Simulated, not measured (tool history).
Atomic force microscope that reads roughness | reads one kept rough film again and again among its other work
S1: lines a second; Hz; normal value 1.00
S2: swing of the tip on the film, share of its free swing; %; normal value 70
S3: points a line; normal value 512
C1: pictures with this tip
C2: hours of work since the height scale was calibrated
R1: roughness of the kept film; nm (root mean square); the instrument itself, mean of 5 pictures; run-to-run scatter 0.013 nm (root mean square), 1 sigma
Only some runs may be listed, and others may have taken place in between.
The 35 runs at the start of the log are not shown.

run     day    S1  S2    S3   C1  C2     R1
 36  10.583  1.72  56   456   50  24  2.996
     10.767  -- height scale calibrated on a step standard, once more
 37  10.917  1.00  74   427   60   2  2.882
 38  11.208  2.82  70   512   70   6  2.672
 39  11.442  2.82  70   512   79  10  2.641
 40  11.662  1.55  58   552   86  13  2.896
 41  11.942  1.31  77   552   96  17  2.706
 42  12.208  0.58  79   795  106  20  2.788
 43  12.571  2.20  73   512  119  26  2.573
 44  12.942  1.00  70  1001  132  31  2.714
 45  13.175  1.46  85   439  140  34  2.427
 46  13.533  1.46  85   439  153  39  2.389
 47  13.892  1.78  72   709  165  44  2.519
 48  14.242  1.78  72   709  178  49  2.471
 49  14.558  1.82  90   311  189  54  2.127
 50  14.762  1.82  90   311  196  56  2.102

Each row is a separate what-if for the run after 50, all from the same tool condition, not one after another. Results?
  A  15.038  0.72  70  880  206  60   ?
  B  15.038  1.82  56  814  206  60   ?
  C  15.038  1.51  70  512  206  60   ?
  D  15.038  1.23  85  512  206  60   ?

run     R1
  A  2.575
  B  2.561
  C  2.448
  D  2.315
What these runs would have given with no unlogged condition in the tool:
run     R1
  A  3.279
  B  3.259
  C  3.117
  D  2.947

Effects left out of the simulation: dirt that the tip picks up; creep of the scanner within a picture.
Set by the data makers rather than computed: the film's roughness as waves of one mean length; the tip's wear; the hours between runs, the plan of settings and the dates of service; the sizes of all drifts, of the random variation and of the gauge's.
